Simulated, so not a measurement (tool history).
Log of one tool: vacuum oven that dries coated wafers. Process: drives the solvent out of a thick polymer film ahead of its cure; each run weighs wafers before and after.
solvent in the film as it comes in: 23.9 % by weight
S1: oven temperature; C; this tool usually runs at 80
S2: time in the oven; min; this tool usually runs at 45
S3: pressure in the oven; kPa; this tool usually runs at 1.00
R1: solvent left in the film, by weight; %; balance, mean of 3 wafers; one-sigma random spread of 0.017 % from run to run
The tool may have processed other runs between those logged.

run 1 hour=0.0 | S1=80 S2=45 S3=1.00 | R1=1.58
run 2 hour=91.0 | S1=80 S2=45 S3=1.00 | R1=1.55
run 3 hour=141.3 | S1=80 S2=45 S3=1.00 | R1=1.56
run 4 hour=217.0 | S1=70 S2=45 S3=1.00 | R1=4.29
run 5 hour=311.2 | S1=80 S2=32 S3=1.00 | R1=2.98
run 6 hour=400.3 | S1=69 S2=45 S3=1.00 | R1=4.69
run 7 hour=490.5 | S1=80 S2=45 S3=1.00 | R1=1.57
run 8 hour=546.5 | S1=80 S2=45 S3=1.00 | R1=1.57
run 9 hour=592.9 | S1=91 S2=64 S3=2.91 | R1=0.90
run 10 hour=639.9 | S1=91 S2=64 S3=2.91 | R1=0.93
run 11 hour=747.2 | S1=69 S2=45 S3=0.81 | R1=4.51
run 12 hour=817.0 | S1=79 S2=48 S3=3.43 | R1=2.73
run 13 hour=922.7 | S1=79 S2=39 S3=3.43 | R1=3.40
run 14 hour=1001.9 | S1=86 S2=44 S3=0.51 | R1=0.57
run 15 hour=1051.9 | S1=70 S2=34 S3=1.00 | R1=6.09
run 16 hour=1140.6 | S1=69 S2=38 S3=0.67 | R1=5.59

4 options for the next run, each taken on its own from the tool as it stands now. Forecast them:
run A hour=1211.2 | S1=69 S2=22 S3=0.67 | R1=?
run B hour=1211.2 | S1=81 S2=26 S3=1.86 | R1=?
run C hour=1211.2 | S1=80 S2=45 S3=0.81 | R1=?
run D hour=1211.2 | S1=91 S2=23 S3=0.67 | R1=?

run=A R1=9.33
run=B R1=4.10
run=C R1=1.47
run=D R1=1.65
Without the tool's unlogged condition, the same runs would have read:
run=A R1=9.34
run=B R1=4.11
run=C R1=1.47
run=D R1=1.66

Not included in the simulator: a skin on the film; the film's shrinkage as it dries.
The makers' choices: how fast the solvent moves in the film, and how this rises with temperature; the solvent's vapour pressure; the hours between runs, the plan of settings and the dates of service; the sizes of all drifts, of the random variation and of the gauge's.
